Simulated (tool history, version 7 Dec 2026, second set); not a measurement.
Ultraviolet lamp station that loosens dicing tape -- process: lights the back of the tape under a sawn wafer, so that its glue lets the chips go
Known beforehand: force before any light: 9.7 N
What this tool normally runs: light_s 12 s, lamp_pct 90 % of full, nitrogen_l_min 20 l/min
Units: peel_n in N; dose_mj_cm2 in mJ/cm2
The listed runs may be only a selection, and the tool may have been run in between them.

{"run": 1, "hour": 0.0, "light_s": 12, "lamp_pct": 90, "nitrogen_l_min": 20, "peel_n": 0.34, "dose_mj_cm2": 434}
{"run": 2, "hour": 15.6, "light_s": 12, "lamp_pct": 90, "nitrogen_l_min": 8, "peel_n": 0.838, "dose_mj_cm2": 434}
{"run": 3, "hour": 45.0, "light_s": 12, "lamp_pct": 90, "nitrogen_l_min": 8, "peel_n": 0.853, "dose_mj_cm2": 430}
{"run": 4, "hour": 81.1, "light_s": 12, "lamp_pct": 90, "nitrogen_l_min": 8, "peel_n": 0.839, "dose_mj_cm2": 427}
{"run": 5, "hour": 102.9, "light_s": 12, "lamp_pct": 90, "nitrogen_l_min": 10, "peel_n": 0.689, "dose_mj_cm2": 424}
{"hour": 135.2, "done": "window cleaned of glue's vapour"}
{"run": 6, "hour": 139.7, "light_s": 12, "lamp_pct": 90, "nitrogen_l_min": 20, "peel_n": 0.387, "dose_mj_cm2": 416}
{"run": 7, "hour": 175.4, "light_s": 12, "lamp_pct": 90, "nitrogen_l_min": 20, "peel_n": 0.379, "dose_mj_cm2": 413}
{"run": 8, "hour": 190.9, "light_s": 12, "lamp_pct": 90, "nitrogen_l_min": 20, "peel_n": 0.384, "dose_mj_cm2": 416}
{"run": 9, "hour": 222.5, "light_s": 12, "lamp_pct": 90, "nitrogen_l_min": 20, "peel_n": 0.402, "dose_mj_cm2": 409}
{"run": 10, "hour": 240.3, "light_s": 12, "lamp_pct": 90, "nitrogen_l_min": 20, "peel_n": 0.393, "dose_mj_cm2": 407}
{"hour": 252.9, "done": "window cleaned of glue's vapour, once more"}
{"run": 11, "hour": 259.0, "light_s": 12, "lamp_pct": 90, "nitrogen_l_min": 17, "peel_n": 0.391, "dose_mj_cm2": 440}
{"run": 12, "hour": 291.6, "light_s": 12, "lamp_pct": 90, "nitrogen_l_min": 20, "peel_n": 0.353, "dose_mj_cm2": 439}
{"run": 13, "hour": 307.1, "light_s": 12, "lamp_pct": 90, "nitrogen_l_min": 20, "peel_n": 0.34, "dose_mj_cm2": 438}
{"run": 14, "hour": 338.7, "light_s": 12, "lamp_pct": 90, "nitrogen_l_min": 20, "peel_n": 0.368, "dose_mj_cm2": 430}
{"run": 15, "hour": 361.1, "light_s": 12, "lamp_pct": 90, "nitrogen_l_min": 20, "peel_n": 0.361, "dose_mj_cm2": 433}
{"run": 16, "hour": 394.8, "light_s": 15, "lamp_pct": 90, "nitrogen_l_min": 36, "peel_n": 0.165, "dose_mj_cm2": 537}
{"run": 17, "hour": 415.2, "light_s": 15, "lamp_pct": 90, "nitrogen_l_min": 36, "peel_n": 0.156, "dose_mj_cm2": 529}
{"run": 18, "hour": 436.0, "light_s": 10, "lamp_pct": 90, "nitrogen_l_min": 20, "peel_n": 0.55, "dose_mj_cm2": 355}
{"run": 19, "hour": 453.5, "light_s": 12, "lamp_pct": 86, "nitrogen_l_min": 20, "peel_n": 0.43, "dose_mj_cm2": 399}
{"run": 20, "hour": 475.8, "light_s": 12, "lamp_pct": 86, "nitrogen_l_min": 20, "peel_n": 0.42, "dose_mj_cm2": 398}
{"run": 21, "hour": 492.5, "light_s": 9, "lamp_pct": 92, "nitrogen_l_min": 20, "peel_n": 0.717, "dose_mj_cm2": 322}
{"run": 22, "hour": 521.0, "light_s": 9, "lamp_pct": 92, "nitrogen_l_min": 20, "peel_n": 0.721, "dose_mj_cm2": 314}
{"run": 23, "hour": 538.8, "light_s": 6, "lamp_pct": 61, "nitrogen_l_min": 37, "peel_n": 2.222, "dose_mj_cm2": 137}
{"run": 24, "hour": 570.9, "light_s": 6, "lamp_pct": 61, "nitrogen_l_min": 37, "peel_n": 2.212, "dose_mj_cm2": 137}
{"run": 25, "hour": 596.9, "light_s": 12, "lamp_pct": 88, "nitrogen_l_min": 6, "peel_n": 1.262, "dose_mj_cm2": 395}
{"run": 26, "hour": 613.9, "light_s": 12, "lamp_pct": 88, "nitrogen_l_min": 6, "peel_n": 1.251, "dose_mj_cm2": 392}
{"run": 27, "hour": 643.9, "light_s": 12, "lamp_pct": 88, "nitrogen_l_min": 6, "peel_n": 1.339, "dose_mj_cm2": 390}
{"run": 28, "hour": 679.1, "light_s": 12, "lamp_pct": 88, "nitrogen_l_min": 6, "peel_n": 1.285, "dose_mj_cm2": 386}
{"run": 29, "hour": 709.8, "light_s": 9, "lamp_pct": 88, "nitrogen_l_min": 6, "peel_n": 2.134, "dose_mj_cm2": 295}

Consider 3 possible next runs. They are alternatives, not a sequence: every one starts from the tool as it was left by run 29. What does each give?
{"run": "A", "hour": 725.5, "light_s": 9, "lamp_pct": 61, "nitrogen_l_min": 37, "peel_n": "?", "dose_mj_cm2": "?"}
{"run": "B", "hour": 725.5, "light_s": 12, "lamp_pct": 72, "nitrogen_l_min": 34, "peel_n": "?", "dose_mj_cm2": "?"}
{"run": "C", "hour": 725.5, "light_s": 9, "lamp_pct": 82, "nitrogen_l_min": 10, "peel_n": "?", "dose_mj_cm2": "?"}

run=A peel_n=1.220 dose_mj_cm2=199
run=B peel_n=0.488 dose_mj_cm2=316
run=C peel_n=1.734 dose_mj_cm2=273
Without the tool's hidden state the same runs would have given:
run=A peel_n=0.653 dose_mj_cm2=268
run=B peel_n=0.255 dose_mj_cm2=424
run=C peel_n=1.000 dose_mj_cm2=366

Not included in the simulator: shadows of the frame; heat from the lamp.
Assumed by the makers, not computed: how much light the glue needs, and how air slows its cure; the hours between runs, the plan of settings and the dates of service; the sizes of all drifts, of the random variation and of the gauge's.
